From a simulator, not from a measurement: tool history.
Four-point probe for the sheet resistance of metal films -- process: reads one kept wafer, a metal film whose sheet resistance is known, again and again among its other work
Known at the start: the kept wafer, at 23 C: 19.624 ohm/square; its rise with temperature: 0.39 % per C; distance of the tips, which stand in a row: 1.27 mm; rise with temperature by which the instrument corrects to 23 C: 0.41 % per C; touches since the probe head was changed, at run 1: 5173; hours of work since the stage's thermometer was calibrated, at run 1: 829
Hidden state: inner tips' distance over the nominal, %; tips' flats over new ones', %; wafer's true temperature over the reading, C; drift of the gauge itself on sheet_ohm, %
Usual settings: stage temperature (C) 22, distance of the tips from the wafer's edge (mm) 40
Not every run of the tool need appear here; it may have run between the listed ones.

run	hour	stage temperature (C)	distance of the tips from the wafer's edge (mm)	touches since the probe head was changed	hours of work since the stage's thermometer was calibrated	sheet resistance as the instrument gives it (ohm/square)
1	0.0	22	40	5173	829	19.516203
2	126.4	22	40	6802	882	19.512532
3	196.2	22	40	7702	911	19.516150
4	279.1	22	40	8770	946	19.501332
5	422.4	22	40	10619	1007	19.506969
6	488.3	22	12	11468	1035	19.609092
7	627.1	22	12	13258	1093	19.605973
8	754.1	22	12	14894	1147	19.599235
9	889.7	22	40	16642	1204	19.482605
# hour 900.9: stage's thermometer calibrated
10	955.9	27	31	17490	23	19.467153
11	1065.5	21	31	18903	69	19.493213
12	1208.4	22	49	20744	130	19.473765
13	1329.2	22	49	22302	181	19.466743
# hour 1405.6: stage's thermometer calibrated, once more
14	1435.9	22	49	23672	13	19.492740
15	1573.8	23	46	25450	71	19.475695
16	1674.8	23	6	26751	114	19.924022
17	1752.0	22	4	27746	146	20.474515
18	1864.3	28	61	29195	193	19.450283

Each row is a separate what-if for the run after 18, all from the same tool condition, not one after another. Results?
A	1968.2	28	18	30534	237	?
B	1968.2	27	61	30534	237	?
C	1968.2	28	20	30534	237	?
D	1968.2	23	12	30534	237	?
E	1968.2	30	75	30534	237	?

run	sheet resistance as the instrument gives it (ohm/square)
A	19.493936
B	19.450988
C	19.483251
D	19.582237
E	19.434933
Had the tool no hidden state, the same runs would have come out as:
run	sheet resistance as the instrument gives it (ohm/square)
A	19.658355
B	19.615075
C	19.647586
D	19.747359
E	19.598885

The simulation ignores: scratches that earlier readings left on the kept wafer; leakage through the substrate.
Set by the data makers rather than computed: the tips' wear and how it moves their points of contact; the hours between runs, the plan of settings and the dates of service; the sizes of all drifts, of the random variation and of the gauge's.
